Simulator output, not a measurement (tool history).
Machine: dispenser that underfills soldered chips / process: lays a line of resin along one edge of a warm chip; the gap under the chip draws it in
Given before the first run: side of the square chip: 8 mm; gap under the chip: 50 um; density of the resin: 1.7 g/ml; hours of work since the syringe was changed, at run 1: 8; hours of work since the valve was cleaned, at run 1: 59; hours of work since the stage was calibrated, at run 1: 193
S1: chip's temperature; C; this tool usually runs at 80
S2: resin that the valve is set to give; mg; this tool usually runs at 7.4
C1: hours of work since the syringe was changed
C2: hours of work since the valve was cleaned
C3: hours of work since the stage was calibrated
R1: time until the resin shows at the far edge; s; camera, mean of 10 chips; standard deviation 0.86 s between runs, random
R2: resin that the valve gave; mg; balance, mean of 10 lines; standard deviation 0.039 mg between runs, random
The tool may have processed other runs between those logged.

Run 1, hour 0: usual settings; C1 8; C2 59; C3 193. Result: R1 116.5 s, R2 7.27 mg.
At hour 2.3: new syringe of resin.
Run 2, hour 10.6: usual settings; C1 6; C2 66; C3 201. Result: R1 106.3 s, R2 7.28 mg.
At hour 15.7: new syringe of resin.
Run 3, hour 17.8: usual settings; C1 2; C2 71; C3 206. Result: R1 85.3 s, R2 7.2 mg.
Run 4, hour 27.3: usual settings; C1 8; C2 78; C3 213. Result: R1 120.5 s, R2 7.19 mg.
At hour 29.7: new syringe of resin.
Run 5, hour 38.4: usual settings; C1 6; C2 86; C3 221. Result: R1 110.7 s, R2 7.25 mg.
At hour 43.1: new syringe of resin.
Run 6, hour 47.7: usual settings but S1 69 C, S2 8.47 mg; C1 3; C2 93; C3 227. Result: R1 158 s, R2 8.18 mg.
Run 7, hour 54: usual settings but S1 94 C, S2 7.23 mg; C1 8; C2 97; C3 232. Result: R1 61.8 s, R2 6.97 mg.

Run 8, settings as shown, results not yet in. Your forecast:
At hour 56.4: new syringe of resin.
Run 8, hour 61.8: usual settings but S1 81 C, S2 7.88 mg; C1 4; C2 103; C3 237. Result: R1 ?, R2 ?.

Run 8 yielded R1 88.5 s, R2 7.67 mg.
With no hidden state in the tool, this same run would have given R1 76.5 s, R2 7.95 mg.

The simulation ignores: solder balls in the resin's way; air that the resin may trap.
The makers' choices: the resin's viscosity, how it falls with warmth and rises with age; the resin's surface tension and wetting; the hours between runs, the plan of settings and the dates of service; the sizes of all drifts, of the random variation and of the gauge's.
